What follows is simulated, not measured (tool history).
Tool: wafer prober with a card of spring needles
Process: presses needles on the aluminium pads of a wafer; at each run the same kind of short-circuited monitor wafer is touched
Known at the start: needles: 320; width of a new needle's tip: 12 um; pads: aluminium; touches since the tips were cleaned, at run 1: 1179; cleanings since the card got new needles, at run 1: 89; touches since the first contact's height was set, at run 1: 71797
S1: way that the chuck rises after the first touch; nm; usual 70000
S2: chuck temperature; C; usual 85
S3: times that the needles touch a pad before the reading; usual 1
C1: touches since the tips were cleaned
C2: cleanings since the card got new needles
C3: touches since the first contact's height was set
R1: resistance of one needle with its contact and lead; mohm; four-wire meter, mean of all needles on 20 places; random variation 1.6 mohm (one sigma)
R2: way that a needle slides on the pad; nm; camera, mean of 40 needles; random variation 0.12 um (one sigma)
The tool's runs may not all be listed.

run   hour     S1   S2  S3    C1   C2     C3   R1     R2
  1    0.0  70000   85   1  1179   89  71797  165  16620
       3.3  -- tips cleaned on abrasive film
       8.5  -- tips cleaned on abrasive film
      13.9  -- tips cleaned on abrasive film
  2   15.3  70000   85   1   854   92  80959  167  16470
      18.6  -- tips cleaned on abrasive film
      24.0  -- tips cleaned on abrasive film
  3   26.3  70000   29   1  1415   94  87537  156  16690
      28.6  -- tips cleaned on abrasive film
      33.7  -- tips cleaned on abrasive film
      39.0  -- tips cleaned on abrasive film
  4   42.0  70000   85   1  1824   97  96914  167  16600
      44.0  -- tips cleaned on abrasive film
      45.4  -- height of the first contact set anew
      49.2  -- tips cleaned on abrasive film
      54.3  -- tips cleaned on abrasive film
  5   54.8  70000   85   1   302  100   5637  163  17180
      58.8  -- tips cleaned on abrasive film
      64.2  -- tips cleaned on abrasive film
  6   66.2  78000   85   1  1264  102  12464  164  18770
      69.3  -- tips cleaned on abrasive film
      74.4  -- tips cleaned on abrasive film
      79.5  -- tips cleaned on abrasive film
      84.6  -- tips cleaned on abrasive film
  7   84.6  78000   85   1     0  106  23401  162  18940
      89.7  -- tips cleaned on abrasive film
      94.9  -- tips cleaned on abrasive film
  8   95.7  78000   85   1   480  108  30020  162  18990
      99.9  -- tips cleaned on abrasive film
     104.9  -- tips cleaned on abrasive film
     109.4  -- tips cleaned on abrasive film
  9  109.4  78000   85   1     0  111  38169  163  18890
     114.5  -- tips cleaned on abrasive film
     119.8  -- tips cleaned on abrasive film
     125.1  -- tips cleaned on abrasive film
 10  127.1  78000   85   1  1233  114  48806  163  18790
     130.3  -- tips cleaned on abrasive film
     134.6  -- tips cleaned on abrasive film
     139.8  -- tips cleaned on abrasive film
 11  141.8  78000   85   1  1210  117  57577  166  18700
     144.9  -- tips cleaned on abrasive film
     150.2  -- tips cleaned on abrasive film
     155.6  -- tips cleaned on abrasive film
 12  157.8  78000   85   1  1332  120  67142  164  18530
     160.1  -- tips cleaned on abrasive film
     165.3  -- tips cleaned on abrasive film
 13  167.9  78000   85   1  1630  122  73176  166  18470
     170.2  -- tips cleaned on abrasive film
     175.2  -- tips cleaned on abrasive film
     179.6  -- tips cleaned on abrasive film
 14  182.2  78000   85   1  1580  125  81668  163  18500
     184.2  -- tips cleaned on abrasive film
     189.4  -- tips cleaned on abrasive film
 15  192.7  55000   85   3  1992  127  87966  169  12970
     193.9  -- tips cleaned on abrasive film
     199.3  -- tips cleaned on abrasive film
     204.3  -- tips cleaned on abrasive film
 16  207.4  55000   85   3  1896  130  96714  167  12820
     209.6  -- tips cleaned on abrasive film
     210.9  -- height of the first contact set anew
     215.0  -- tips cleaned on abrasive film
     220.2  -- tips cleaned on abrasive film
     224.7  -- tips cleaned on abrasive film
 17  224.7  55000   47   2     0  134   8262  162  13490
     229.8  -- tips cleaned on abrasive film
     235.1  -- tips cleaned on abrasive film
 18  238.3  55000  104   3  1953  136  16399  172  13290
     239.4  -- tips cleaned on abrasive film
     244.6  -- tips cleaned on abrasive film
     249.7  -- tips cleaned on abrasive film
     254.6  -- tips cleaned on abrasive film
 19  254.6  61000   30   2     0  140  26067  156  14790
     259.9  -- tips cleaned on abrasive film
     265.1  -- tips cleaned on abrasive film
 20  268.9  68000   85   1  2307  142  34706  168  16220
     270.1  -- tips cleaned on abrasive film
     275.5  -- tips cleaned on abrasive film
     280.4  -- tips cleaned on abrasive film
     284.8  -- tips cleaned on abrasive film
 21  286.3  68000   85   1   918  146  45040  169  16350
     289.3  -- tips cleaned on abrasive film
     294.3  -- tips cleaned on abrasive film
     299.5  -- tips cleaned on abrasive film
 22  302.3  68000   98   1  1692  149  54584  172  15840
     304.5  -- tips cleaned on abrasive film
     308.9  -- tips cleaned on abrasive film
     314.3  -- tips cleaned on abrasive film
 23  317.1  68000   98   1  1727  152  63437  173  16280
     319.3  -- tips cleaned on abrasive film
     323.7  -- tips cleaned on abrasive film
 24  325.6  85000   26   1  1141  154  68466  156  20340
     328.7  -- tips cleaned on abrasive film
     333.0  -- tips cleaned on abrasive film
     338.5  -- tips cleaned on abrasive film
 25  341.7  85000   30   2  1957  157  78095  153  20280
     343.8  -- tips cleaned on abrasive film
     348.5  -- tips cleaned on abrasive film
     353.8  -- tips cleaned on abrasive film
     358.3  -- tips cleaned on abrasive film
 26  358.3  71000   30   1     0  161  87994  156  16710
     363.6  -- tips cleaned on abrasive film
     368.9  -- tips cleaned on abrasive film
     374.3  -- tips cleaned on abrasive film
     375.9  -- height of the first contact set anew
 27  375.9  71000   30   1   808  164      0  160  17340
     379.2  -- tips cleaned on abrasive film
     384.5  -- tips cleaned on abrasive film
 28  384.8  73000   74   1   184  166   5315  163  17830

Measured less the same run without the tool's hidden state. The same run-to-run variation is in both; the gauge's scatter may not be:
The hidden state here: debris on the tips, nm; way that the needles fall short of the set height, um; tips' diameter, um; drift of the gauge itself on contact_mohm, %; drift of the gauge itself on scrub_um, %.
run   R1    R2
  1   +5  -550
  2   +5  -620
  3   +6  -680
  4   +7  -750
  5   +3   -50
  6   +4   -90
  7   +2  -210
  8   +3  -260
  9   +1  -320
 10   +4  -390
 11   +5  -470
 12   +5  -540
 13   +5  -590
 14   +5  -660
 15   +7  -710
 16   +8  -780
 17   +4   -90
 18   +7  -130
 19   +4  -240
 20   +9  -290
 21   +7  -390
 22   +9  -460
 23  +10  -540
 24   +4  -600
 25   +4  -660
 26   +4  -740
 27   +6    +0
 28   +4   -50
